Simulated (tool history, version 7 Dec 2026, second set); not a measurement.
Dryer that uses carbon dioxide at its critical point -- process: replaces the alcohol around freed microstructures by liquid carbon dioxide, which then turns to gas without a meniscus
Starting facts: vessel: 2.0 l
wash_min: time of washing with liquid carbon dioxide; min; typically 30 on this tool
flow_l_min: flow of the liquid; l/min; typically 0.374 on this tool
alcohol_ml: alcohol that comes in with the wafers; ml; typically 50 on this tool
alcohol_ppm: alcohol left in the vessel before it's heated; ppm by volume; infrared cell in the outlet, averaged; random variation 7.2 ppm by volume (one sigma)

run,day,wash_min,flow_l_min,alcohol_ml,alcohol_ppm
1,0,30,0.374,50,416
2,0.242,30,0.245,50,1616
3,0.521,30,0.245,50,1655
4,0.771,19,0.374,50,1826
5,1.062,30,0.275,50,1161
6,1.225,30,0.275,50,1237
7,1.579,30,0.275,50,1207
8,1.946,30,0.374,50,422
9,2.329,30,0.374,50,415
10,2.633,30,0.374,50,428
11,2.912,30,0.374,50,433
12,3.271,30,0.374,50,442
13,3.654,30,0.374,50,434
14,3.9,30,0.374,50,439
15,4.275,30,0.329,50,698
16,4.475,28,0.568,26,76
17,4.792,30,0.485,29,109
18,5.004,29,0.446,27,151
19,5.258,30,0.374,83,739
20,5.533,30,0.374,23,229
21,5.875,19,0.292,50,3297
22,6.088,22,0.63,102,357
23,6.438,22,0.63,102,373
24,6.825,44,0.374,21,78
25,7.054,20,0.606,50,363
26,7.375,20,0.345,50,2035
27,7.533,24,0.376,21,427
28,7.862,25,0.254,50,2539
29,8.192,23,0.254,85,5154

Branching from run 29: 5 alternative next runs. What would each branch give?
A,8.362,28,0.258,27,?
B,8.362,26,0.374,50,?
C,8.362,34,0.306,29,?
D,8.362,28,0.311,33,?
E,8.362,21,0.315,44,?

run,alcohol_ppm
A,1002
B,785
C,386
D,750
E,2044
Take away the tool's hidden state, keep each run's random variation, and the runs would have read:
run,alcohol_ppm
A,829
B,612
C,275
D,592
E,1756

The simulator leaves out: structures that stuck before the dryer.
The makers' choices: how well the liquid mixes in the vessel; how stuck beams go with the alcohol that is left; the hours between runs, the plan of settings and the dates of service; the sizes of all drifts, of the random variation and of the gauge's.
